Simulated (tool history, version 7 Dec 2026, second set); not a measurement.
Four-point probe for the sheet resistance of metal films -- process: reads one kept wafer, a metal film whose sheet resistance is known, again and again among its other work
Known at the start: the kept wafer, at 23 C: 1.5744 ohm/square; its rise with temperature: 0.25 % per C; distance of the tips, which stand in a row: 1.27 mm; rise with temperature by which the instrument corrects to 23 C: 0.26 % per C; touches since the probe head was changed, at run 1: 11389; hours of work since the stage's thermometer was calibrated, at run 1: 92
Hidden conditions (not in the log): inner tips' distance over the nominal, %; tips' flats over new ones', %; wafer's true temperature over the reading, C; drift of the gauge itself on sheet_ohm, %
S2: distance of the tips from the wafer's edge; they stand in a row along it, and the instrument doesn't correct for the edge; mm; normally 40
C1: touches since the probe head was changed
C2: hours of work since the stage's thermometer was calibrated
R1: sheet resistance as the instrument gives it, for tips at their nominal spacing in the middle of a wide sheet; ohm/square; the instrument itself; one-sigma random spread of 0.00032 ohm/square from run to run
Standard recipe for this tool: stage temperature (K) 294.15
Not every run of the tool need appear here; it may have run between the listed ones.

{"run": 1, "hour": 0.0, "stage temperature (K)": 294.15, "S2": 40, "C1": 11389, "C2": 92, "R1": 1.572091}
{"run": 2, "hour": 23.0, "stage temperature (K)": 294.15, "S2": 40, "C1": 11829, "C2": 106, "R1": 1.57265}
{"run": 3, "hour": 44.1, "stage temperature (K)": 294.15, "S2": 40, "C1": 12232, "C2": 118, "R1": 1.572223}
{"run": 4, "hour": 64.2, "stage temperature (K)": 291.15, "S2": 40, "C1": 12617, "C2": 130, "R1": 1.573525}
{"run": 5, "hour": 83.1, "stage temperature (K)": 294.15, "S2": 40, "C1": 12977, "C2": 142, "R1": 1.572891}
{"run": 6, "hour": 93.1, "stage temperature (K)": 294.15, "S2": 3, "C1": 13168, "C2": 148, "R1": 1.708999}
{"run": 7, "hour": 105.5, "stage temperature (K)": 294.15, "S2": 6, "C1": 13405, "C2": 155, "R1": 1.608954}
{"run": 8, "hour": 115.7, "stage temperature (K)": 294.15, "S2": 6, "C1": 13601, "C2": 161, "R1": 1.609747}
{"run": 9, "hour": 135.0, "stage temperature (K)": 294.15, "S2": 6, "C1": 13970, "C2": 172, "R1": 1.609204}
{"run": 10, "hour": 153.6, "stage temperature (K)": 294.15, "S2": 6, "C1": 14324, "C2": 183, "R1": 1.609216}
{"run": 11, "hour": 175.2, "stage temperature (K)": 294.15, "S2": 6, "C1": 14739, "C2": 196, "R1": 1.609746}
{"run": 12, "hour": 185.0, "stage temperature (K)": 291.15, "S2": 40, "C1": 14926, "C2": 202, "R1": 1.573794}
{"run": 13, "hour": 204.1, "stage temperature (K)": 291.15, "S2": 14, "C1": 15290, "C2": 213, "R1": 1.579671}
{"run": 14, "hour": 222.5, "stage temperature (K)": 291.15, "S2": 14, "C1": 15643, "C2": 224, "R1": 1.580377}
{"run": 15, "hour": 238.7, "stage temperature (K)": 291.15, "S2": 14, "C1": 15952, "C2": 234, "R1": 1.579755}
{"run": 16, "hour": 261.6, "stage temperature (K)": 294.15, "S2": 14, "C1": 16390, "C2": 247, "R1": 1.57951}
{"run": 17, "hour": 279.0, "stage temperature (K)": 294.15, "S2": 14, "C1": 16722, "C2": 258, "R1": 1.579667}
{"run": 18, "hour": 291.2, "stage temperature (K)": 295.15, "S2": 14, "C1": 16955, "C2": 265, "R1": 1.580177}
{"run": 19, "hour": 311.2, "stage temperature (K)": 301.15, "S2": 40, "C1": 17338, "C2": 277, "R1": 1.57196}
{"run": 20, "hour": 330.9, "stage temperature (K)": 301.15, "S2": 40, "C1": 17715, "C2": 289, "R1": 1.572349}
{"run": 21, "hour": 353.1, "stage temperature (K)": 301.15, "S2": 40, "C1": 18139, "C2": 302, "R1": 1.572136}
{"run": 22, "hour": 375.4, "stage temperature (K)": 294.15, "S2": 3, "C1": 18565, "C2": 315, "R1": 1.710336}
{"run": 23, "hour": 387.6, "stage temperature (K)": 294.15, "S2": 3, "C1": 18798, "C2": 322, "R1": 1.710752}
{"run": 24, "hour": 408.9, "stage temperature (K)": 294.15, "S2": 3, "C1": 19206, "C2": 335, "R1": 1.710761}
{"run": 25, "hour": 420.7, "stage temperature (K)": 307.15, "S2": 13, "C1": 19432, "C2": 342, "R1": 1.578414}
{"run": 26, "hour": 434.6, "stage temperature (K)": 304.15, "S2": 19, "C1": 19698, "C2": 350, "R1": 1.574838}
{"run": 27, "hour": 454.7, "stage temperature (K)": 303.15, "S2": 43, "C1": 20082, "C2": 362, "R1": 1.572953}
{"run": 28, "hour": 476.4, "stage temperature (K)": 303.15, "S2": 43, "C1": 20497, "C2": 375, "R1": 1.572532}
{"run": 29, "hour": 493.0, "stage temperature (K)": 299.15, "S2": 46, "C1": 20813, "C2": 385, "R1": 1.573653}
{"run": 30, "hour": 506.6, "stage temperature (K)": 299.15, "S2": 46, "C1": 21074, "C2": 393, "R1": 1.572606}
{"run": 31, "hour": 525.3, "stage temperature (K)": 299.15, "S2": 5, "C1": 21430, "C2": 404, "R1": 1.625806}
{"run": 32, "hour": 536.0, "stage temperature (K)": 299.15, "S2": 5, "C1": 21636, "C2": 410, "R1": 1.62551}
{"run": 33, "hour": 551.6, "stage temperature (K)": 299.15, "S2": 5, "C1": 21933, "C2": 419, "R1": 1.62549}
{"run": 34, "hour": 573.5, "stage temperature (K)": 299.15, "S2": 5, "C1": 22352, "C2": 432, "R1": 1.625682}
{"run": 35, "hour": 592.8, "stage temperature (K)": 293.15, "S2": 40, "C1": 22722, "C2": 444, "R1": 1.57474}
{"run": 36, "hour": 615.2, "stage temperature (K)": 293.15, "S2": 40, "C1": 23149, "C2": 457, "R1": 1.575286}
{"run": 37, "hour": 626.6, "stage temperature (K)": 293.15, "S2": 40, "C1": 23368, "C2": 464, "R1": 1.57525}

What if the next run were any one of these 4? Each begins from the tool's condition after run 37:
{"run": "A", "hour": 636.1, "stage temperature (K)": 303.15, "S2": 31, "C1": 23549, "C2": 470, "R1": "?"}
{"run": "B", "hour": 636.1, "stage temperature (K)": 297.15, "S2": 40, "C1": 23549, "C2": 470, "R1": "?"}
{"run": "C", "hour": 636.1, "stage temperature (K)": 296.15, "S2": 40, "C1": 23549, "C2": 470, "R1": "?"}
{"run": "D", "hour": 636.1, "stage temperature (K)": 295.15, "S2": 14, "C1": 23549, "C2": 470, "R1": "?"}

run=A R1=1.573325
run=B R1=1.574403
run=C R1=1.574903
run=D R1=1.581711
Take away the tool's hidden state, keep each run's random variation, and the runs would have read:
run=A R1=1.57382
run=B R1=1.574905
run=C R1=1.575407
run=D R1=1.582218
